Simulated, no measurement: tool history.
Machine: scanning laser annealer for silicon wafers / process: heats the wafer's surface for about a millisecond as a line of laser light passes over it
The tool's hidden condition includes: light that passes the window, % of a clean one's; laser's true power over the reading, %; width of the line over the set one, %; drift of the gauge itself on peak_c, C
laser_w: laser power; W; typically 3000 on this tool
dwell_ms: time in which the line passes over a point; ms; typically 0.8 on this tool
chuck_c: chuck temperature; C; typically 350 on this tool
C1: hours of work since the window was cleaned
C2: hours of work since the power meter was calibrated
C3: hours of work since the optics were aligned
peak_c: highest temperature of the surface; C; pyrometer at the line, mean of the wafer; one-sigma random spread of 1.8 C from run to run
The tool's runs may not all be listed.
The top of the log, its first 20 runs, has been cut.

{"run": 21, "hour": 637.6, "laser_w": 3000, "dwell_ms": 0.8, "chuck_c": 350, "C1": 58, "C2": 986, "C3": 800, "peak_c": 1048}
{"run": 22, "hour": 671.0, "laser_w": 3000, "dwell_ms": 0.8, "chuck_c": 350, "C1": 78, "C2": 1006, "C3": 820, "peak_c": 1043}
{"run": 23, "hour": 694.8, "laser_w": 3000, "dwell_ms": 0.8, "chuck_c": 350, "C1": 92, "C2": 1020, "C3": 835, "peak_c": 1045}
{"run": 24, "hour": 733.3, "laser_w": 3000, "dwell_ms": 0.8, "chuck_c": 350, "C1": 115, "C2": 1044, "C3": 858, "peak_c": 1043}
{"run": 25, "hour": 765.4, "laser_w": 3000, "dwell_ms": 0.8, "chuck_c": 350, "C1": 135, "C2": 1063, "C3": 877, "peak_c": 1044}
{"run": 26, "hour": 791.2, "laser_w": 2789, "dwell_ms": 0.633, "chuck_c": 367, "C1": 150, "C2": 1079, "C3": 893, "peak_c": 940}
{"run": 27, "hour": 825.1, "laser_w": 2789, "dwell_ms": 0.633, "chuck_c": 317, "C1": 171, "C2": 1099, "C3": 913, "peak_c": 888}
{"run": 28, "hour": 861.3, "laser_w": 2789, "dwell_ms": 0.633, "chuck_c": 317, "C1": 193, "C2": 1121, "C3": 935, "peak_c": 885}
{"run": 29, "hour": 888.3, "laser_w": 2789, "dwell_ms": 0.633, "chuck_c": 317, "C1": 209, "C2": 1137, "C3": 951, "peak_c": 886}
{"run": 30, "hour": 914.5, "laser_w": 2964, "dwell_ms": 0.629, "chuck_c": 373, "C1": 225, "C2": 1153, "C3": 967, "peak_c": 974}
{"run": 31, "hour": 945.6, "laser_w": 2964, "dwell_ms": 0.629, "chuck_c": 373, "C1": 243, "C2": 1172, "C3": 986, "peak_c": 976}
{"hour": 966.6, "done": "optics aligned, line set to its width"}
{"run": 32, "hour": 976.7, "laser_w": 2928, "dwell_ms": 0.855, "chuck_c": 361, "C1": 259, "C2": 1187, "C3": 6, "peak_c": 1060}
{"run": 33, "hour": 1007.2, "laser_w": 2928, "dwell_ms": 0.855, "chuck_c": 361, "C1": 278, "C2": 1206, "C3": 24, "peak_c": 1062}
{"run": 34, "hour": 1038.5, "laser_w": 3183, "dwell_ms": 0.888, "chuck_c": 321, "C1": 296, "C2": 1225, "C3": 43, "peak_c": 1094}
{"run": 35, "hour": 1075.6, "laser_w": 3183, "dwell_ms": 0.888, "chuck_c": 321, "C1": 319, "C2": 1247, "C3": 66, "peak_c": 1089}
{"run": 36, "hour": 1109.5, "laser_w": 3183, "dwell_ms": 0.888, "chuck_c": 321, "C1": 339, "C2": 1268, "C3": 86, "peak_c": 1088}
{"run": 37, "hour": 1148.9, "laser_w": 2636, "dwell_ms": 0.845, "chuck_c": 335, "C1": 363, "C2": 1291, "C3": 110, "peak_c": 952}
{"run": 38, "hour": 1185.2, "laser_w": 2636, "dwell_ms": 0.845, "chuck_c": 335, "C1": 385, "C2": 1313, "C3": 132, "peak_c": 949}
{"run": 39, "hour": 1217.1, "laser_w": 2636, "dwell_ms": 0.845, "chuck_c": 335, "C1": 404, "C2": 1332, "C3": 151, "peak_c": 946}
{"run": 40, "hour": 1246.3, "laser_w": 2706, "dwell_ms": 0.782, "chuck_c": 335, "C1": 422, "C2": 1350, "C3": 169, "peak_c": 940}
{"hour": 1267.5, "done": "window over the wafer cleaned"}
{"run": 41, "hour": 1268.5, "laser_w": 3048, "dwell_ms": 0.813, "chuck_c": 354, "C1": 1, "C2": 1362, "C3": 181, "peak_c": 1076}

Branching from run 41: 4 alternative next runs. What would each branch give?
{"run": "A", "hour": 1310.5, "laser_w": 3000, "dwell_ms": 0.8, "chuck_c": 364, "C1": 26, "C2": 1388, "C3": 206, "peak_c": "?"}
{"run": "B", "hour": 1310.5, "laser_w": 3048, "dwell_ms": 0.58, "chuck_c": 354, "C1": 26, "C2": 1388, "C3": 206, "peak_c": "?"}
{"run": "C", "hour": 1310.5, "laser_w": 2844, "dwell_ms": 0.8, "chuck_c": 324, "C1": 26, "C2": 1388, "C3": 206, "peak_c": "?"}
{"run": "D", "hour": 1310.5, "laser_w": 2760, "dwell_ms": 0.873, "chuck_c": 337, "C1": 26, "C2": 1388, "C3": 206, "peak_c": "?"}

run=A peak_c=1066
run=B peak_c=971
run=C peak_c=992
run=D peak_c=1009
Stripped of hidden state, with their random variation kept, the same runs would have yielded:
run=A peak_c=1076
run=B peak_c=980
run=C peak_c=1002
run=D peak_c=1019

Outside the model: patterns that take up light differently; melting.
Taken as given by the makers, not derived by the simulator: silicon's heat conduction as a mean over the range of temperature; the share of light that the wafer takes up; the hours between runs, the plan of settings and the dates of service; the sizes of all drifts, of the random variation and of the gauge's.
